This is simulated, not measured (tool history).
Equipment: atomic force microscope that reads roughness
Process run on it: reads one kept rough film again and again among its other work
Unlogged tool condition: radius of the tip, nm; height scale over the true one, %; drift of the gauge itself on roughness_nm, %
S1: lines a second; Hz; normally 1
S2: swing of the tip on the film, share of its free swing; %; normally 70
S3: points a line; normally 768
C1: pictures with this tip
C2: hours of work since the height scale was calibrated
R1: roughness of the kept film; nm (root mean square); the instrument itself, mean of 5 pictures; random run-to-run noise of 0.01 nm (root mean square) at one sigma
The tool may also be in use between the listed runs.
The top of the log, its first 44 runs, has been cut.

run   hour    S1  S2   S3   C1   C2     R1
 45  308.2  1.07  90  400   53  288  2.156
 46  313.2  0.63  57  329   60  290  2.434
 47  318.9  1.67  75  504   69  293  2.226
 48  325.2  2.51  81  390   78  296  2.006
 49  331.2  0.84  77  304   87  298  2.301
 50  340.6  0.93  72  768  101  302  2.325
 51  349.7  0.93  72  768  115  306  2.339
 52  359.1  0.93  72  768  129  310  2.304
 53  368.5  0.57  76  407  143  314  2.324

Predict each of these 4 candidate next runs independently; none follows another, all start after run 53:
  A  374.5     1  64  768  152  317   ?
  B  374.5  0.57  76  952  152  317   ?
  C  374.5     1  90  636  152  317   ?
  D  374.5  0.84  76  598  152  317   ?

run     R1
  A  2.335
  B  2.326
  C  2.114
  D  2.271
With the hidden condition removed and each run's random variation left untouched, the same runs would have given:
run     R1
  A  2.461
  B  2.451
  C  2.228
  D  2.394

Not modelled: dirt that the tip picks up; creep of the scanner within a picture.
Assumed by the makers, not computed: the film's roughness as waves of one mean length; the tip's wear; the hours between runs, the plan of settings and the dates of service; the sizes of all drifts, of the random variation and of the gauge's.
